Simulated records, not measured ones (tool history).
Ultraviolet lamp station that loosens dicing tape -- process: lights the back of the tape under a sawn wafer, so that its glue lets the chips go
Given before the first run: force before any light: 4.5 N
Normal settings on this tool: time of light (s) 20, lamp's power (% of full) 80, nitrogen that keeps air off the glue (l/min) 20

run	hour	time of light (s)	lamp's power (% of full)	nitrogen that keeps air off the glue (l/min)	force that peels the tape off (N)	light that reached the tape (mJ/cm2)
1	0	20	80	20	0.553	251
2	31.9	20	80	20	0.538	241
3	45.8	20	94	20	0.436	283
4	65	20	61	20	0.88	177
# hour 69.1: window cleaned of glue's vapour
5	90.8	20	61	20	1.089	161
6	117.2	20	61	20	1.083	157
7	135.2	20	61	8	1.635	155
8	155.7	20	80	12	1.006	202
# hour 166.5: window cleaned of glue's vapour, once more
9	176.5	20	80	20	0.446	271
10	209.2	20	80	20	0.493	263
11	240.7	20	80	20	0.509	262
12	271.4	20	80	20	0.496	256
13	285.3	20	80	20	0.504	255
14	299.6	20	80	20	0.517	250
15	314.7	16	80	20	0.766	200
16	331.3	16	80	20	0.798	196
17	346.3	20	80	13	0.755	244
18	373.6	10	80	20	1.512	122
19	390.2	10	80	20	1.463	117
20	422.4	20	80	20	0.564	234
21	449.5	20	80	16	0.704	235
22	472.9	19	72	15	0.935	202
23	504.5	28	83	15	0.392	329
24	530.9	28	83	15	0.398	322
25	560.4	26	80	20	0.397	289
# hour 575.5: window cleaned of glue's vapour
26	577.8	14	80	20	0.983	175
27	601.6	14	80	20	0.973	175
28	619.3	14	80	20	0.96	168
29	635.9	14	80	20	0.952	171
30	668.5	20	80	18	0.628	234
31	695.7	20	63	18	0.94	185
32	711.2	20	63	18	0.928	185
33	740.2	20	63	18	0.934	180
34	755.1	20	63	18	0.944	177
35	787.3	12	68	20	1.554	113
# hour 798.6: lamp changed
36	807	12	68	20	1.139	151
37	830.1	14	80	19	0.74	209
38	851.8	13	80	9	1.313	193
39	873.7	20	61	20	0.649	224
40	905.8	39	76	14	0.195	529
41	928.2	23	80	29	0.256	325
42	945.9	13	89	20	0.741	203

Difference, measured minus no-hidden-state, one row per run. Run-to-run variation is common to both terms; the gauge's own scatter need not be:
Hidden state at play: lamp's light, % of a new lamp's; light that the window lets through, % of a clean one's; drift of the gauge itself on peel_n, %; drift of the gauge itself on dose_mj_cm2, %.
run	force that peels the tape off (N)	light that reached the tape (mJ/cm2)
1	+0.212	-77
2	+0.224	-80
3	+0.178	-96
4	+0.347	-65
5	+0.532	-87
6	+0.547	-88
7	+0.675	-90
8	+0.534	-120
9	+0.132	-55
10	+0.15	-59
11	+0.167	-63
12	+0.172	-67
13	+0.179	-68
14	+0.19	-70
15	+0.267	-58
16	+0.285	-59
17	+0.28	-76
18	+0.434	-40
19	+0.43	-41
20	+0.246	-85
21	+0.307	-89
22	+0.39	-79
23	+0.179	-139
24	+0.186	-143
25	+0.196	-133
26	+0.327	-51
27	+0.336	-53
28	+0.34	-54
29	+0.342	-56
30	+0.265	-84
31	+0.375	-69
32	+0.379	-71
33	+0.396	-73
34	+0.404	-75
35	+0.542	-50
36	+0.11	-12
37	+0.099	-19
38	+0.148	-20
39	+0.111	-25
40	+0.024	-69
41	+0.049	-46
42	+0.157	-31

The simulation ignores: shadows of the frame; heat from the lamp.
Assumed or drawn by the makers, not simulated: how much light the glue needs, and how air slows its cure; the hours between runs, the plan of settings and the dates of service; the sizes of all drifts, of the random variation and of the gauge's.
